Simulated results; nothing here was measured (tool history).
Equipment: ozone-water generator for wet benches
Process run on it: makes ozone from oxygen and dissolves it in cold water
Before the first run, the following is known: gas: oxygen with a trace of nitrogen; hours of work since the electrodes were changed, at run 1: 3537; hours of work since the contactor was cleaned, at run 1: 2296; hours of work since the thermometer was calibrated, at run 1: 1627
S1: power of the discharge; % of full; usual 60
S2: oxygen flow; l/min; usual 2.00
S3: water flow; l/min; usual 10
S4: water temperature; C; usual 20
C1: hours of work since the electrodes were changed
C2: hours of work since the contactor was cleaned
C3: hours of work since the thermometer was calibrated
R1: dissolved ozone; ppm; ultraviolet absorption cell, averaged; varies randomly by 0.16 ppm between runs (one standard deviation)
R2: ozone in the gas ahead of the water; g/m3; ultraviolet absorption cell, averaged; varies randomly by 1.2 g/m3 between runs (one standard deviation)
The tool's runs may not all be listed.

run,hour,S1,S2,S3,S4,C1,C2,C3,R1,R2
1,0.0,60,2.00,10,20,3537,2296,1627,17.7,186.4
2,86.8,60,2.00,10,20,3623,2382,1712,17.8,185.3
3,130.1,60,2.00,10,20,3666,2425,1755,17.8,186.4
4,204.0,60,2.00,10,20,3739,2498,1828,17.8,185.7
5,255.9,60,2.00,10,20,3791,2549,1880,17.5,184.3
6,305.4,60,2.00,10,20,3839,2598,1929,17.6,182.7
7,386.0,60,2.00,10,20,3919,2678,2009,17.5,183.9
8,460.9,40,2.00,10,20,3993,2752,2083,13.3,139.1
9,531.4,40,2.00,10,20,4063,2822,2153,13.4,139.4
10,627.2,60,2.00,10,20,4158,2917,2248,17.4,180.9
11,729.0,60,2.00,10,20,4259,3018,2348,17.4,179.1
12,801.6,60,2.00,8,20,4331,3090,2420,19.9,178.6
13,898.0,60,2.00,8,20,4426,3185,2516,20.1,179.5
14,997.5,60,2.00,8,20,4525,3284,2614,20.0,179.1
15,1055.8,60,2.00,8,20,4583,3341,2672,20.0,177.3
16,1138.5,60,2.00,8,20,4664,3423,2754,19.7,176.8
17,1221.0,60,1.28,8,20,4746,3505,2835,18.5,213.8
18,1317.8,98,2.00,10,20,4842,3601,2931,22.6,239.3
19,1385.9,98,2.00,10,20,4909,3668,2999,22.5,235.6
20,1438.4,98,2.00,10,20,4961,3720,3051,22.3,236.6
21,1543.4,98,2.00,10,20,5065,3824,3155,22.1,235.2
22,1631.6,42,1.69,10,20,5153,3911,3242,12.7,150.4
# hour 1655.7: contactor cleaned
23,1714.1,52,1.26,9,19,5230,58,3320,15.5,192.9
24,1795.0,52,1.26,9,19,5310,138,3400,15.3,193.0
25,1839.2,52,1.26,9,19,5354,182,3444,15.3,191.3
26,1891.5,81,2.09,9,26,5406,233,3495,19.6,199.0
27,1962.6,60,2.00,15,20,5476,304,3566,11.5,169.9
28,2068.7,60,2.00,15,20,5581,409,3671,11.4,169.0
29,2121.1,77,2.00,10,15,5633,461,3723,20.2,196.0
30,2205.0,77,2.00,10,15,5716,544,3806,19.9,192.8
31,2260.3,77,2.00,10,15,5771,599,3861,19.9,194.7
32,2316.5,60,2.00,14,15,5827,654,3916,12.7,165.7

5 ways to go on from here, each from the tool as it stands after run 32. What would each give?
A,2392.1,99,1.22,14,15,5902,729,3991,?,?
B,2392.1,60,1.75,7,18,5902,729,3991,?,?
C,2392.1,95,2.00,10,21,5902,729,3991,?,?
D,2392.1,60,2.00,14,17,5902,729,3991,?,?
E,2392.1,60,2.58,10,15,5902,729,3991,?,?

run,R1,R2
A,14.6,276.1
B,21.1,176.4
C,20.6,216.1
D,12.5,166.4
E,17.9,148.5
Without the tool's hidden state the same runs would have given:
run,R1,R2
A,20.9,390.3
B,27.5,226.9
C,29.4,303.0
D,16.3,213.8
E,23.3,191.0
